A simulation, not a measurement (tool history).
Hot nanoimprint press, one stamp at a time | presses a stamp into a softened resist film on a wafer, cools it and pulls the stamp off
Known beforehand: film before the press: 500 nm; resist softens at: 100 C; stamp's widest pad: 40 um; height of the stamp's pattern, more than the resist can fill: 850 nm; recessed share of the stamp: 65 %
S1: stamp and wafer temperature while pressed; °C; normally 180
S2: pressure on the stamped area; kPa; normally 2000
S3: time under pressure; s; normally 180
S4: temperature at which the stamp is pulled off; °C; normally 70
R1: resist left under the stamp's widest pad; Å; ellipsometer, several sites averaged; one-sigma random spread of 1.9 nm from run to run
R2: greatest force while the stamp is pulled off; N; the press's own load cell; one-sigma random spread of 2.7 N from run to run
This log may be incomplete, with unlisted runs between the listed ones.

run,hour,S1,S2,S3,S4,R1,R2
1,0.0,180,2000,180,70,3021,128
2,67.0,180,2000,180,70,3061,142
3,117.7,180,2000,180,70,3093,145
4,168.9,180,2000,180,70,3044,152
5,210.7,180,2000,180,70,3108,161
6,253.3,180,2000,180,70,3115,176
7,307.2,180,1300,180,70,3641,176
8,349.8,180,1300,180,70,3620,189
# hour 367.2: stamp cleaned and given a new release coat
9,419.0,180,1300,180,70,3649,132
10,462.8,180,1300,180,70,3648,134
11,517.3,180,1300,180,70,3646,146
# hour 573.6: plate thermocouple calibrated
12,586.7,180,2000,180,70,3007,162
13,627.9,180,2000,148,70,3225,161
14,698.6,180,2000,148,70,3196,178
15,737.0,187,2000,180,70,2423,179
# hour 760.1: stamp cleaned and given a new release coat
16,802.6,187,2000,176,72,2484,125
17,855.1,180,1350,234,64,3287,152
18,886.8,180,1360,180,71,3511,137
19,936.7,180,3150,156,76,2643,133
20,1007.3,176,2050,108,66,3882,171
21,1073.6,176,2050,159,58,3588,211
22,1118.1,172,2050,159,59,3914,214
# hour 1154.0: stamp cleaned and given a new release coat
23,1180.1,172,1910,159,58,3966,149
24,1219.4,172,1910,159,58,4012,161
25,1255.9,175,2000,117,70,3993,141
26,1298.8,170,1500,180,70,4311,148
27,1358.0,170,1500,180,70,4264,160
# hour 1370.7: plate thermocouple calibrated
28,1406.9,180,2440,228,76,2649,151
29,1453.7,180,2440,228,76,2667,155

Alternative continuations, all from the tool just after run 29; predict every row:
A,1490.6,180,2440,93,78,?,?
B,1490.6,180,2070,180,69,?,?
C,1490.6,190,2440,228,67,?,?
D,1490.6,180,2440,229,67,?,?
E,1490.6,174,2440,228,71,?,?

run,R1,R2
A,3444,153
B,3103,187
C,1871,185
D,2624,185
E,3231,176
The same runs, with their run-to-run variation unchanged, on a tool lacking any hidden condition would have given:
run,R1,R2
A,3314,106
B,2983,129
C,1771,128
D,2497,128
E,3095,122

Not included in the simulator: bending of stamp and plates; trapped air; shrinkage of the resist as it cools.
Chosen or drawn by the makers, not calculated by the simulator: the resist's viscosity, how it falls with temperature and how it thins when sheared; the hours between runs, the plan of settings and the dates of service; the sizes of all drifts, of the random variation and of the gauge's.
